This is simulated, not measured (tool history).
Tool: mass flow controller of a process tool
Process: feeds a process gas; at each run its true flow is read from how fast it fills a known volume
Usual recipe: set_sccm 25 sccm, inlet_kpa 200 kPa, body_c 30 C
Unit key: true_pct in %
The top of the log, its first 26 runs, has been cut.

run	hour	set_sccm	inlet_kpa	body_c	true_pct
27	4746.7	9	258	33	95.36
28	4907.7	21	175	28	95.42
29	5092.3	5	192	26	96.65
30	5283.7	5	192	26	96.81
31	5497.8	5	192	26	96.78
32	5666.3	28	200	30	95.44
33	5802.7	11	227	35	95.16
34	6009.9	25	162	35	94.92
35	6173.6	25	162	35	94.82
36	6283.5	41	162	21	96.24
37	6473.2	41	277	30	96
38	6617.8	41	277	30	95.89
39	6796.8	15	277	21	95.88
40	6938.7	11	210	30	95.61
41	7165.9	6	162	34	96.23
42	7354.5	49	152	25	95.98
43	7543.4	12	167	25	95.35
44	7732.5	12	167	25	95.52
45	7951.2	10	182	37	95.06
46	8130.1	10	182	37	95.13
47	8323.7	25	179	31	94.87

Each row is a separate what-if for the run after 47, all from the same tool condition, not one after another. Results?
A	8553.3	7	179	38	?
B	8553.3	27	179	31	?
C	8553.3	31	179	20	?
D	8553.3	26	183	30	?
E	8553.3	13	256	22	?

run	true_pct
A	95.95
B	94.86
C	95.54
D	94.92
E	95.89
With the hidden condition removed and each run's random variation left untouched, the same runs would have given:
run	true_pct
A	97.16
B	98.46
C	99.24
D	98.48
E	98.58
